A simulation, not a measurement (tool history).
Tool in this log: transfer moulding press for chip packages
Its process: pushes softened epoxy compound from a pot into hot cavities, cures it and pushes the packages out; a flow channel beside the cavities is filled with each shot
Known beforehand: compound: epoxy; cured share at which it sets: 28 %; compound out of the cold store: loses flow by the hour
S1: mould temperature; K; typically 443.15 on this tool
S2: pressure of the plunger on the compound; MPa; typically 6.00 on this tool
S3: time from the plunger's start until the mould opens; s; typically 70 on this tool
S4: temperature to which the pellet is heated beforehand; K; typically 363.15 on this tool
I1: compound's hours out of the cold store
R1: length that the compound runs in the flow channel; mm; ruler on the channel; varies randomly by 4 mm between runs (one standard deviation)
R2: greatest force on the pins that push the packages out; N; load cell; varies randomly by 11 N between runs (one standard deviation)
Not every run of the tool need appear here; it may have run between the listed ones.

run    hour      S1    S2  S3      S4    I1   R1    R2
  1     0.0  443.15  6.00  70  363.15  11.9  922   564
       31.9  -- cavities cleaned with cleaning compound and waxed
  2    55.9  443.15  6.00  70  368.15   9.9  903   869
       64.7  -- cavities cleaned with cleaning compound and waxed
       83.1  -- mould's thermocouples calibrated
      103.3  -- cavities cleaned with cleaning compound and waxed
  3   114.5  443.15  6.00  70  357.15  19.2  865   788
      136.4  -- cavities cleaned with cleaning compound and waxed
      170.8  -- cavities cleaned with cleaning compound and waxed
  4   173.3  443.15  6.00  70  363.15  26.3  831   641
      185.0  -- plunger's sealing rings changed
      207.6  -- cavities cleaned with cleaning compound and waxed
  5   227.5  443.15  6.00  70  363.15  38.9  836   803
      239.0  -- cavities cleaned with cleaning compound and waxed
      257.3  -- mould's thermocouples calibrated, once more
      272.4  -- cavities cleaned with cleaning compound and waxed
      305.4  -- cavities cleaned with cleaning compound and waxed
  6   305.4  443.15  6.00  70  363.15  40.5  814   528
      337.7  -- cavities cleaned with cleaning compound and waxed
  7   356.6  443.15  6.57  70  363.15  38.4  838   682
      371.1  -- cavities cleaned with cleaning compound and waxed
  8   400.6  443.15  6.57  70  363.15  24.5  891   821
      407.6  -- cavities cleaned with cleaning compound and waxed
  9   434.7  443.15  6.57  70  363.15  44.7  808   777
      439.6  -- cavities cleaned with cleaning compound and waxed
      475.0  -- cavities cleaned with cleaning compound and waxed
 10   497.4  443.15  6.00  70  355.15  42.1  769   745
      510.6  -- cavities cleaned with cleaning compound and waxed
 11   529.3  443.15  6.00  70  355.15  21.6  838   770
      540.0  -- plunger's sealing rings changed
      544.7  -- cavities cleaned with cleaning compound and waxed
      576.7  -- cavities cleaned with cleaning compound and waxed
 12   580.6  443.15  6.00  70  355.15  23.5  891   624
      609.1  -- cavities cleaned with cleaning compound and waxed
 13   623.4  443.15  6.00  70  355.15  41.8  811   719
      645.3  -- cavities cleaned with cleaning compound and waxed
      678.4  -- cavities cleaned with cleaning compound and waxed
 14   693.5  437.15  6.00  70  372.15  38.8  818  1050
      710.1  -- cavities cleaned with cleaning compound and waxed
 15   731.5  437.15  6.00  70  372.15  12.8  925  1183
      742.5  -- cavities cleaned with cleaning compound and waxed
 16   768.5  446.15  6.00  70  361.15  39.5  785   733
      774.1  -- cavities cleaned with cleaning compound and waxed
      807.9  -- cavities cleaned with cleaning compound and waxed
 17   822.8  447.15  4.58  56  368.15   8.6  780   879
      843.9  -- cavities cleaned with cleaning compound and waxed
      878.6  -- cavities cleaned with cleaning compound and waxed
 18   883.0  447.15  4.58  56  368.15  18.4  739   756
      894.2  -- plunger's sealing rings changed
      911.6  -- mould's thermocouples calibrated
      916.2  -- cavities cleaned with cleaning compound and waxed
 19   920.7  447.15  4.58  56  368.15  48.0  688   681
      949.1  -- cavities cleaned with cleaning compound and waxed
 20   957.7  436.15  4.58  71  368.15  22.5  786  1041
      983.3  -- cavities cleaned with cleaning compound and waxed
     1018.6  -- cavities cleaned with cleaning compound and waxed
 21  1020.4  437.15  6.33  70  360.15  19.1  924   867

Alternative continuations, all from the tool just after run 21; predict every row:
     1054.3  -- cavities cleaned with cleaning compound and waxed
  A  1060.8  449.15  6.33  70  357.15  11.0   ?   ?
     1054.3  -- cavities cleaned with cleaning compound and waxed
  B  1060.8  437.15  6.33  70  353.15  28.9   ?   ?
     1054.3  -- cavities cleaned with cleaning compound and waxed
  C  1060.8  443.15  6.00  70  370.15  24.6   ?   ?
     1054.3  -- cavities cleaned with cleaning compound and waxed
  D  1060.8  443.15  6.33  70  360.15  18.6   ?   ?
     1054.3  -- cavities cleaned with cleaning compound and waxed
  E  1060.8  443.15  5.59  62  363.15  33.7   ?   ?

run   R1   R2
  A  927  515
  B  874  986
  C  863  600
  D  911  600
  E  797  780
With the hidden condition removed and each run's random variation left untouched, the same runs would have given:
run   R1   R2
  A  960  445
  B  906  834
  C  894  513
  D  943  511
  E  826  661
